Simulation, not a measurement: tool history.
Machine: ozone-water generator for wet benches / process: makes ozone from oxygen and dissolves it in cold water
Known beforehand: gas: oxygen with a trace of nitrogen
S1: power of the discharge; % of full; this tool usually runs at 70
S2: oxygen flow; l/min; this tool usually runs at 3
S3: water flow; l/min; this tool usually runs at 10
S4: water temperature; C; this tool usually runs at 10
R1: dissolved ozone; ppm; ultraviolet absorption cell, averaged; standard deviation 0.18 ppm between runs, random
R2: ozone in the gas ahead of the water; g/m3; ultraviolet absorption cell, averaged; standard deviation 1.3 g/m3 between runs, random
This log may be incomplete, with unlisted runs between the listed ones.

| run | hour | S1 | S2 | S3 | S4 | R1 | R2 |
|---|---|---|---|---|---|---|---|
| 1 | 0.0 | 70 | 3 | 10 | 10 | 23.2 | 237.5 |
| 2 | 26.5 | 54 | 3 | 10 | 10 | 18.1 | 187.2 |
| 3 | 51.0 | 54 | 3 | 10 | 10 | 18.4 | 187.2 |
| 4 | 77.9 | 54 | 3 | 10 | 10 | 18.0 | 187.9 |
| 5 | 93.6 | 70 | 3 | 10 | 10 | 23.1 | 234.1 |
| 6 | 115.3 | 49 | 3 | 10 | 10 | 16.4 | 169.9 |
| 7 | 145.0 | 70 | 3 | 10 | 10 | 22.6 | 235.8 |

Run 8, settings as shown, results not yet in. Your forecast:
| 8 | 161.6 | 70 | 3 | 10 | 10 | ? | ? |

{"run 8": {"R1": 23.2, "R2": 236.2}}
Were there no unlogged condition in the tool, this run, its random variation unchanged, would have produced R1 24.5 ppm, R2 238.0 g/m3.
